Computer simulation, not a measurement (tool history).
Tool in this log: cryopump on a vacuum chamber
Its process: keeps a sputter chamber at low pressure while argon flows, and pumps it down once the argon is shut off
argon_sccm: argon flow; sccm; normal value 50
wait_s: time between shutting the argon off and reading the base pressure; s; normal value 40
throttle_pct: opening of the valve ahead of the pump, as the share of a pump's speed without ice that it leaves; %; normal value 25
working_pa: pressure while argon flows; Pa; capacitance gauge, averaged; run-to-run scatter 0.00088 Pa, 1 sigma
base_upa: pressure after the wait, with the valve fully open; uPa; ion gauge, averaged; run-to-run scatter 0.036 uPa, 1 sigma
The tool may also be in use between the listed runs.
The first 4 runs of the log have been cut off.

| run | hour | argon_sccm | wait_s | throttle_pct | working_pa | base_upa |
|---|---|---|---|---|---|---|
| 5 | 111.6 | 32 | 40 | 25 | 0.1209 | 3.20 |
| 6 | 127.2 | 32 | 40 | 25 | 0.1210 | 3.25 |
| 7 | 150.0 | 50 | 40 | 44 | 0.1121 | 3.21 |
| 8 | 171.5 | 50 | 40 | 44 | 0.1110 | 3.34 |
| 9 | 195.5 | 50 | 40 | 44 | 0.1118 | 3.21 |
| 10 | 221.3 | 50 | 40 | 44 | 0.1118 | 3.32 |
| 11 | 247.6 | 50 | 40 | 44 | 0.1119 | 3.41 |
| 12 | 270.1 | 50 | 40 | 44 | 0.1137 | 3.41 |
| 13 | 289.6 | 50 | 40 | 47 | 0.1067 | 3.58 |
| 14 | 308.8 | 50 | 76 | 25 | 0.1920 | 2.69 |
| 15 | 342.2 | 50 | 99 | 25 | 0.1921 | 2.43 |
|  | 360.2 | pump warmed up, emptied and cooled again |
| 16 | 372.1 | 50 | 99 | 25 | 0.1801 | 2.23 |
| 17 | 402.1 | 50 | 29 | 25 | 0.1812 | 3.94 |
| 18 | 419.9 | 50 | 40 | 25 | 0.1804 | 3.45 |
| 19 | 435.6 | 50 | 40 | 34 | 0.1329 | 3.37 |
| 20 | 455.3 | 46 | 63 | 34 | 0.1230 | 2.65 |
| 21 | 485.7 | 68 | 270 | 24 | 0.2571 | 1.86 |
| 22 | 500.3 | 68 | 270 | 24 | 0.2570 | 1.86 |
| 23 | 528.7 | 68 | 270 | 24 | 0.2576 | 1.90 |
| 24 | 549.9 | 26 | 40 | 35 | 0.0668 | 3.49 |
| 25 | 571.9 | 26 | 40 | 35 | 0.0688 | 3.56 |

Predict the results of run 26:
| 26 | 598.5 | 26 | 40 | 35 | ? | ? |

{"run 26": {"working_pa": 0.0683, "base_upa": 3.67}}
Had the tool carried no hidden state, the very same run would have given working_pa 0.0667 Pa, base_upa 2.06 uPa.

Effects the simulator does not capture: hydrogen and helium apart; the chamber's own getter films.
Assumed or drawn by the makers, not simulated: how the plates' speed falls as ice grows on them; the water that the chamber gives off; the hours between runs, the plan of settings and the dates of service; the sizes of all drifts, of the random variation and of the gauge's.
